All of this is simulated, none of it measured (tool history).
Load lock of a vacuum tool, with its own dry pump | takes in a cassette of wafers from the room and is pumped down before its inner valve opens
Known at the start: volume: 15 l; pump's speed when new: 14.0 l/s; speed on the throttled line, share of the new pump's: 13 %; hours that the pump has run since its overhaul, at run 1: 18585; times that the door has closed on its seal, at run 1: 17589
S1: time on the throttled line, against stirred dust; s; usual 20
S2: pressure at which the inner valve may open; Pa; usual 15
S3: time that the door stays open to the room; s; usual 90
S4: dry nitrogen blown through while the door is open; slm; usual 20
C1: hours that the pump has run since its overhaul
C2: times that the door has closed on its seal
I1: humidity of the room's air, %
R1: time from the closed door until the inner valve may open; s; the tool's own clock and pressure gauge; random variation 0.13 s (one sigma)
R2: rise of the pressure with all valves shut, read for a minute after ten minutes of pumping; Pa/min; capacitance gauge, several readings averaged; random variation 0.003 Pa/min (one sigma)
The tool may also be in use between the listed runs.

Run 1, hour 0: usual settings; C1 18585; C2 17589; I1 43.6. Result: R1 26.8 s, R2 0.023 Pa/min.
Run 2, hour 93.4: usual settings; C1 18678; C2 17799; I1 46. Result: R1 26.9 s, R2 0.028 Pa/min.
Run 3, hour 234.8: usual settings but S3 47 s; C1 18820; C2 18116; I1 44.4. Result: R1 26.9 s, R2 0.017 Pa/min.
Run 4, hour 334.3: usual settings but S1 26 s; C1 18919; C2 18339; I1 45.1. Result: R1 31.8 s, R2 0.03 Pa/min.
Run 5, hour 489.5: usual settings but S1 26 s; C1 19074; C2 18688; I1 48. Result: R1 31.9 s, R2 0.024 Pa/min.
Run 6, hour 604.4: usual settings but S1 26 s, S3 106 s; C1 19189; C2 18945; I1 46.2. Result: R1 32 s, R2 0.032 Pa/min.
Run 7, hour 752.6: usual settings but S2 18 Pa, S3 65 s; C1 19337; C2 19278; I1 43.9. Result: R1 26.6 s, R2 0.02 Pa/min.
Run 8, hour 878.4: usual settings but S2 18 Pa, S3 65 s; C1 19463; C2 19560; I1 46.7. Result: R1 27 s, R2 0.025 Pa/min.
Run 9, hour 1033.1: usual settings but S1 15 s, S2 11 Pa, S3 122 s, S4 6 slm; C1 19618; C2 19907; I1 45.1. Result: R1 23 s, R2 0.045 Pa/min.
Run 10, hour 1174.2: usual settings but S1 17 s, S4 5 slm; C1 19759; C2 20224; I1 46.8. Result: R1 24.6 s, R2 0.046 Pa/min.

3 ways to go on from here, each from the tool as it stands after run 10. What would each give?
Run A, hour 1373.1: usual settings but S2 19 Pa; C1 19958; C2 20670; I1 48.1. Result: R1 ?, R2 ?.
Run B, hour 1373.1: usual settings but S3 25 s; C1 19958; C2 20670; I1 43.9. Result: R1 ?, R2 ?.
Run C, hour 1373.1: usual settings but S2 14 Pa, S3 57 s, S4 9 slm; C1 19958; C2 20670; I1 48.5. Result: R1 ?, R2 ?.

run    R1     R2
  A  26.4  0.029
  B    27  0.019
  C  26.9  0.032
Without the tool's hidden state the same runs would have given:
run    R1     R2
  A  26.4  0.029
  B    27  0.019
  C  26.9  0.031
